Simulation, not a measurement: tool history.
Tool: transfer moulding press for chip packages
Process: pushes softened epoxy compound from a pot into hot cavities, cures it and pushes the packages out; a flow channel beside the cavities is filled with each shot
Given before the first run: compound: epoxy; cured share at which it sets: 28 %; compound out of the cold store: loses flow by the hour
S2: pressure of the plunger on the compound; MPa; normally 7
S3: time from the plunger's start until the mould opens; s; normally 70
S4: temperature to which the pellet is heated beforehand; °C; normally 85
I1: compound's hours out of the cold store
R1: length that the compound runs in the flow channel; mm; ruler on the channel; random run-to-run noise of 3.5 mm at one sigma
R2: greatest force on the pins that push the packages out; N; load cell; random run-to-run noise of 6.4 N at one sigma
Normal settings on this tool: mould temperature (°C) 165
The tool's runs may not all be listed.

{"run": 1, "day": 0.0, "mould temperature (°C)": 165, "S2": 7, "S3": 70, "S4": 85, "I1": 45.5, "R1": 797, "R2": 407}
{"run": 2, "day": 0.85, "mould temperature (°C)": 167, "S2": 7, "S3": 70, "S4": 85, "I1": 13.1, "R1": 912, "R2": 298}
{"run": 3, "day": 1.958, "mould temperature (°C)": 167, "S2": 7, "S3": 70, "S4": 85, "I1": 31.4, "R1": 836, "R2": 355}
{"run": 4, "day": 3.525, "mould temperature (°C)": 165, "S2": 7, "S3": 70, "S4": 85, "I1": 33.4, "R1": 830, "R2": 336}
{"run": 5, "day": 4.942, "mould temperature (°C)": 169, "S2": 7, "S3": 70, "S4": 85, "I1": 39.2, "R1": 794, "R2": 364}
{"run": 6, "day": 6.321, "mould temperature (°C)": 165, "S2": 7, "S3": 77, "S4": 85, "I1": 41.7, "R1": 791, "R2": 296}
{"run": 7, "day": 7.521, "mould temperature (°C)": 165, "S2": 7, "S3": 77, "S4": 85, "I1": 45.2, "R1": 807, "R2": 358}
{"run": 8, "day": 8.525, "mould temperature (°C)": 165, "S2": 7, "S3": 77, "S4": 85, "I1": 39.2, "R1": 824, "R2": 271}
{"run": 9, "day": 9.396, "mould temperature (°C)": 165, "S2": 7, "S3": 77, "S4": 85, "I1": 28.5, "R1": 861, "R2": 331}
{"run": 10, "day": 10.238, "mould temperature (°C)": 165, "S2": 7, "S3": 77, "S4": 85, "I1": 25, "R1": 876, "R2": 355}
{"run": 11, "day": 11.317, "mould temperature (°C)": 165, "S2": 7, "S3": 77, "S4": 85, "I1": 10.2, "R1": 924, "R2": 283}
{"run": 12, "day": 12.675, "mould temperature (°C)": 165, "S2": 7, "S3": 77, "S4": 85, "I1": 23.9, "R1": 865, "R2": 367}
{"run": 13, "day": 14.15, "mould temperature (°C)": 165, "S2": 7, "S3": 70, "S4": 85, "I1": 18.4, "R1": 880, "R2": 356}
{"run": 14, "day": 15.479, "mould temperature (°C)": 165, "S2": 7, "S3": 70, "S4": 85, "I1": 47.7, "R1": 769, "R2": 414}
{"run": 15, "day": 16.275, "mould temperature (°C)": 165, "S2": 7, "S3": 70, "S4": 85, "I1": 19.4, "R1": 873, "R2": 312}
{"run": 16, "day": 17.062, "mould temperature (°C)": 165, "S2": 7, "S3": 70, "S4": 85, "I1": 41.3, "R1": 821, "R2": 365}
{"run": 17, "day": 17.958, "mould temperature (°C)": 173, "S2": 7.45, "S3": 70, "S4": 85, "I1": 43.5, "R1": 806, "R2": 330}
{"run": 18, "day": 19.146, "mould temperature (°C)": 165, "S2": 6.38, "S3": 70, "S4": 91, "I1": 35.8, "R1": 795, "R2": 314}
{"run": 19, "day": 20.196, "mould temperature (°C)": 159, "S2": 7.1, "S3": 64, "S4": 79, "I1": 29.6, "R1": 891, "R2": 826}
{"run": 20, "day": 21.45, "mould temperature (°C)": 159, "S2": 7.1, "S3": 64, "S4": 79, "I1": 38.2, "R1": 856, "R2": 578}
{"run": 21, "day": 22.933, "mould temperature (°C)": 159, "S2": 7.1, "S3": 64, "S4": 79, "I1": 36.6, "R1": 855, "R2": 796}
{"run": 22, "day": 23.908, "mould temperature (°C)": 159, "S2": 7.48, "S3": 87, "S4": 79, "I1": 30.7, "R1": 895, "R2": 300}
{"run": 23, "day": 25.488, "mould temperature (°C)": 165, "S2": 7.48, "S3": 87, "S4": 79, "I1": 39.6, "R1": 836, "R2": 328}
{"run": 24, "day": 26.621, "mould temperature (°C)": 165, "S2": 7, "S3": 67, "S4": 79, "I1": 37.7, "R1": 844, "R2": 313}
{"run": 25, "day": 27.412, "mould temperature (°C)": 165, "S2": 8.1, "S3": 53, "S4": 85, "I1": 30.9, "R1": 926, "R2": 677}
{"run": 26, "day": 29.038, "mould temperature (°C)": 169, "S2": 7.62, "S3": 88, "S4": 91, "I1": 21, "R1": 909, "R2": 222}
{"run": 27, "day": 30.554, "mould temperature (°C)": 169, "S2": 5.27, "S3": 92, "S4": 91, "I1": 13.7, "R1": 777, "R2": 319}

Not shown: 18 entries that the log had between the listed runs. Between which runs, and how does the tool's hidden state differ before and after?
Runs 1 to 2: cavities cleaned with cleaning compound and waxed (day 0.158)
  true mould temperature over the reading, C: -0.18 -> -0.21; pressure that reaches the compound, % of what is set: 97.56 -> 96.89; grip of the stained cavities, % over clean ones': 71 -> 31.6
  the result without the hidden state subtracted from the measured one, R1: -9 -> -13 mm; R2: +171 -> +75 N
Runs 3 to 4: cavities cleaned with cleaning compound and waxed (day 2.671)
  true mould temperature over the reading, C: -0.23 -> -0.27; pressure that reaches the compound, % of what is set: 96.05 -> 94.8; grip of the stained cavities, % over clean ones': 61.5 -> 36.6
  the result without the hidden state subtracted from the measured one, R1: -16 -> -21 mm; R2: +136 -> +93 N
Runs 5 to 6: cavities cleaned with cleaning compound and waxed (day 5.254); mould's thermocouples calibrated (day 5.996)
  true mould temperature over the reading, C: -0.31 -> -0.43; pressure that reaches the compound, % of what is set: 93.59 -> 92.58; grip of the stained cavities, % over clean ones': 68.5 -> 40
  the result without the hidden state subtracted from the measured one, R1: -25 -> -30 mm; R2: +147 -> +89 N
Runs 6 to 7: plunger's sealing rings changed (day 6.771)
  true mould temperature over the reading, C: -0.43 -> -0.46; pressure that reaches the compound, % of what is set: 92.58 -> 99.35; grip of the stained cavities, % over clean ones': 40 -> 66.4
  the result without the hidden state subtracted from the measured one, R1: -30 -> +0 mm; R2: +89 -> +146 N
Runs 7 to 8: cavities cleaned with cleaning compound and waxed (day 8.058)
  true mould temperature over the reading, C: -0.46 -> -0.48; pressure that reaches the compound, % of what is set: 99.35 -> 98.51; grip of the stained cavities, % over clean ones': 66.4 -> 22.6
  the result without the hidden state subtracted from the measured one, R1: +0 -> -5 mm; R2: +146 -> +53 N
Runs 9 to 10: mould's thermocouples calibrated, once more (day 9.862)
  true mould temperature over the reading, C: -0.5 -> 0.13; pressure that reaches the compound, % of what is set: 97.76 -> 97.15; grip of the stained cavities, % over clean ones': 49.9 -> 66.3
  the result without the hidden state subtracted from the measured one, R1: -8 -> -14 mm; R2: +112 -> +141 N
Runs 10 to 11: cavities cleaned with cleaning compound and waxed (day 10.629)
  true mould temperature over the reading, C: 0.13 -> 0.1; pressure that reaches the compound, % of what is set: 97.15 -> 96.23; grip of the stained cavities, % over clean ones': 66.3 -> 30.5
  the result without the hidden state subtracted from the measured one, R1: -14 -> -19 mm; R2: +141 -> +66 N
Runs 12 to 13: cavities cleaned with cleaning compound and waxed (day 13.15)
  true mould temperature over the reading, C: 0.07 -> 0.03; pressure that reaches the compound, % of what is set: 95.13 -> 93.96; grip of the stained cavities, % over clean ones': 66.2 -> 41.4
  the result without the hidden state subtracted from the measured one, R1: -23 -> -28 mm; R2: +146 -> +105 N
Runs 14 to 15: cavities cleaned with cleaning compound and waxed (day 15.717)
  true mould temperature over the reading, C: 0 -> -0.02; pressure that reaches the compound, % of what is set: 92.75 -> 92.08; grip of the stained cavities, % over clean ones': 70.1 -> 26.5
  the result without the hidden state subtracted from the measured one, R1: -29 -> -37 mm; R2: +171 -> +64 N
Runs 15 to 16: plunger's sealing rings changed (day 16.629)
  true mould temperature over the reading, C: -0.02 -> -0.04; pressure that reaches the compound, % of what is set: 92.08 -> 99.5; grip of the stained cavities, % over clean ones': 26.5 -> 48.2
  the result without the hidden state subtracted from the measured one, R1: -37 -> -2 mm; R2: +64 -> +117 N
Runs 17 to 18: cavities cleaned with cleaning compound and waxed (day 18.362)
  true mould temperature over the reading, C: -0.06 -> -0.09; pressure that reaches the compound, % of what is set: 98.78 -> 97.91; grip of the stained cavities, % over clean ones': 66.8 -> 34.8
  the result without the hidden state subtracted from the measured one, R1: -5 -> -8 mm; R2: +130 -> +84 N
Runs 19 to 20: cavities cleaned with cleaning compound and waxed (day 20.917)
  true mould temperature over the reading, C: -0.12 -> -0.15; pressure that reaches the compound, % of what is set: 97.05 -> 96.1; grip of the stained cavities, % over clean ones': 62.1 -> 23.1
  the result without the hidden state subtracted from the measured one, R1: -13 -> -16 mm; R2: +320 -> +114 N
Runs 21 to 22: cavities cleaned with cleaning compound and waxed (day 23.525)
  true mould temperature over the reading, C: -0.19 -> -0.21; pressure that reaches the compound, % of what is set: 94.88 -> 94.09; grip of the stained cavities, % over clean ones': 65.5 -> 20.3
  the result without the hidden state subtracted from the measured one, R1: -21 -> -27 mm; R2: +322 -> +54 N
Runs 23 to 24: cavities cleaned with cleaning compound and waxed (day 26.079); plunger's sealing rings changed (day 26.417)
  true mould temperature over the reading, C: -0.25 -> -0.28; pressure that reaches the compound, % of what is set: 92.7 -> 99.65; grip of the stained cavities, % over clean ones': 63.7 -> 18.8
  the result without the hidden state subtracted from the measured one, R1: -31 -> +0 mm; R2: +126 -> +54 N
Runs 24 to 25: mould's thermocouples calibrated (day 27.192)
  true mould temperature over the reading, C: -0.28 -> 0.23; pressure that reaches the compound, % of what is set: 99.65 -> 99.11; grip of the stained cavities, % over clean ones': 18.8 -> 43.1
  the result without the hidden state subtracted from the measured one, R1: +0 -> -5 mm; R2: +54 -> +194 N
Runs 25 to 26: cavities cleaned with cleaning compound and waxed (day 28.829)
  true mould temperature over the reading, C: 0.23 -> 0.19; pressure that reaches the compound, % of what is set: 99.11 -> 97.86; grip of the stained cavities, % over clean ones': 43.1 -> 11.1
  the result without the hidden state subtracted from the measured one, R1: -5 -> -11 mm; R2: +194 -> +21 N
